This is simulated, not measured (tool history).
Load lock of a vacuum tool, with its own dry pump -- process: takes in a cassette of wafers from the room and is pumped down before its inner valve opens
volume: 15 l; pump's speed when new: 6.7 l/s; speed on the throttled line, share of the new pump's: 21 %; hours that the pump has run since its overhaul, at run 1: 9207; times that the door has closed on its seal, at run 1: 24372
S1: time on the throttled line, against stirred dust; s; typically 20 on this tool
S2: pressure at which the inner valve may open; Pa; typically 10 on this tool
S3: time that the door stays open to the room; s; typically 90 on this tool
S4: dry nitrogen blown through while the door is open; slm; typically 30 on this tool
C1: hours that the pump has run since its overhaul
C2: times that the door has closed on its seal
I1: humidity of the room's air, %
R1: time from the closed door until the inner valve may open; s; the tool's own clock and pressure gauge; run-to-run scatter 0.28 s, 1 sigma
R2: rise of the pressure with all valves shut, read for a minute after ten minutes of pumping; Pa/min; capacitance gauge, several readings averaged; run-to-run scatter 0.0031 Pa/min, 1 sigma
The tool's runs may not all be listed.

Run 1, hour 0.0: usual settings; C1 9207; C2 24372; I1 39.8. Result: R1 38.9 s, R2 0.116 Pa/min.
Run 2, hour 197.6: usual settings; C1 9405; C2 25212; I1 47.9. Result: R1 38.8 s, R2 0.131 Pa/min.
Run 3, hour 391.4: usual settings; C1 9598; C2 26037; I1 42.9. Result: R1 39.1 s, R2 0.129 Pa/min.
Run 4, hour 600.4: usual settings; C1 9807; C2 26926; I1 41.1. Result: R1 38.8 s, R2 0.135 Pa/min.
Run 5, hour 791.6: usual settings; C1 9999; C2 27739; I1 45.0. Result: R1 39.1 s, R2 0.134 Pa/min.
Run 6, hour 892.9: usual settings but S1 32 s; C1 10100; C2 28170; I1 43.8. Result: R1 48.2 s, R2 0.140 Pa/min.
Run 7, hour 1102.6: usual settings but S1 32 s; C1 10310; C2 29062; I1 44.6. Result: R1 48.5 s, R2 0.135 Pa/min.
Run 8, hour 1215.5: usual settings but S1 32 s; C1 10423; C2 29543; I1 44.3. Result: R1 47.9 s, R2 0.147 Pa/min.
Run 9, hour 1366.5: usual settings but S1 10 s; C1 10574; C2 30185; I1 46.6. Result: R1 31.9 s, R2 0.154 Pa/min.
Run 10, hour 1594.9: usual settings but S1 10 s; C1 10802; C2 31156; I1 45.2. Result: R1 32.1 s, R2 0.138 Pa/min.
Run 11, hour 1747.5: usual settings; C1 10955; C2 31806; I1 40.6. Result: R1 39.3 s, R2 0.146 Pa/min.
Run 12, hour 1849.1: usual settings; C1 11056; C2 32238; I1 44.9. Result: R1 39.6 s, R2 0.158 Pa/min.
Run 13, hour 1953.9: usual settings; C1 11161; C2 32684; I1 46.1. Result: R1 39.0 s, R2 0.158 Pa/min.
Run 14, hour 2158.1: usual settings but S2 7 Pa; C1 11365; C2 33552; I1 46.3. Result: R1 40.3 s, R2 0.163 Pa/min.
Run 15, hour 2253.1: usual settings but S2 7 Pa; C1 11460; C2 33957; I1 47.0. Result: R1 40.8 s, R2 0.168 Pa/min.
Run 16, hour 2460.4: usual settings but S2 7 Pa; C1 11667; C2 34839; I1 46.0. Result: R1 40.5 s, R2 0.170 Pa/min.
Run 17, hour 2653.3: usual settings but S2 7 Pa, S3 170 s, S4 13 slm; C1 11860; C2 35659; I1 43.9. Result: R1 40.4 s, R2 0.226 Pa/min.
Run 18, hour 2751.1: usual settings but S2 7 Pa, S3 170 s, S4 13 slm; C1 11958; C2 36075; I1 46.9. Result: R1 40.8 s, R2 0.238 Pa/min.
Run 19, hour 2873.9: usual settings but S2 7 Pa, S3 170 s, S4 13 slm; C1 12081; C2 36598; I1 44.6. Result: R1 40.3 s, R2 0.237 Pa/min.
Run 20, hour 3103.9: usual settings but S1 19 s, S4 34 slm; C1 12311; C2 37576; I1 44.3. Result: R1 39.3 s, R2 0.185 Pa/min.
Run 21, hour 3256.5: usual settings but S1 10 s, S2 12 Pa, S3 106 s, S4 38 slm; C1 12464; C2 38225; I1 45.9. Result: R1 31.6 s, R2 0.178 Pa/min.
Run 22, hour 3468.1: usual settings but S1 33 s, S2 9 Pa, S3 78 s, S4 6 slm; C1 12675; C2 39125; I1 44.2. Result: R1 50.4 s, R2 0.199 Pa/min.
Run 23, hour 3561.8: usual settings but S3 80 s, S4 42 slm; C1 12769; C2 39524; I1 46.4. Result: R1 39.6 s, R2 0.177 Pa/min.
Run 24, hour 3780.3: usual settings but S3 121 s; C1 12987; C2 40453; I1 46.3. Result: R1 40.2 s, R2 0.212 Pa/min.
Run 25, hour 3968.4: usual settings but S2 11 Pa, S3 121 s, S4 45 slm; C1 13175; C2 41254; I1 45.4. Result: R1 39.7 s, R2 0.199 Pa/min.
Run 26, hour 4108.4: usual settings but S1 24 s, S2 15 Pa, S3 83 s, S4 5 slm; C1 13315; C2 41849; I1 44.1. Result: R1 42.7 s, R2 0.219 Pa/min.
At hour 4162.0: dry pump taken out, an overhauled one fitted.
Run 27, hour 4310.5: usual settings but S1 27 s, S2 15 Pa, S3 33 s, S4 20 slm; C1 148; C2 42683; I1 43.8. Result: R1 41.0 s, R2 0.178 Pa/min.
Run 28, hour 4454.7: usual settings but S1 18 s, S2 19 Pa, S3 27 s, S4 44 slm; C1 293; C2 43297; I1 43.3. Result: R1 32.9 s, R2 0.173 Pa/min.
Run 29, hour 4638.7: usual settings but S1 18 s, S2 19 Pa, S3 27 s, S4 44 slm; C1 477; C2 44079; I1 42.8. Result: R1 32.8 s, R2 0.173 Pa/min.
Run 30, hour 4868.6: usual settings but S1 22 s, S2 11 Pa, S3 73 s, S4 18 slm; C1 707; C2 45058; I1 42.7. Result: R1 37.9 s, R2 0.220 Pa/min.
Run 31, hour 4973.7: usual settings but S1 13 s, S2 12 Pa, S3 69 s, S4 5 slm; C1 812; C2 45505; I1 46.2. Result: R1 31.0 s, R2 0.240 Pa/min.

4 ways to go on from here, each from the tool as it stands after run 31. What would each give?
Run A, hour 5068.5: usual settings but S1 12 s, S2 15 Pa, S3 69 s, S4 5 slm; C1 906; C2 45908; I1 47.7. Result: R1 ?, R2 ?.
Run B, hour 5068.5: usual settings but S1 24 s, S2 12 Pa, S3 127 s, S4 38 slm; C1 906; C2 45908; I1 41.6. Result: R1 ?, R2 ?.
Run C, hour 5068.5: usual settings but S1 13 s, S2 12 Pa, S3 69 s, S4 5 slm; C1 906; C2 45908; I1 44.0. Result: R1 ?, R2 ?.
Run D, hour 5068.5: usual settings but S1 33 s, S3 164 s; C1 906; C2 45908; I1 43.3. Result: R1 ?, R2 ?.

run    R1     R2
  A  29.6  0.240
  B  39.2  0.235
  C  30.9  0.235
  D  46.9  0.251
What these runs would have given with no unlogged condition in the tool:
run    R1     R2
  A  29.6  0.074
  B  39.2  0.067
  C  30.9  0.068
  D  46.9  0.087
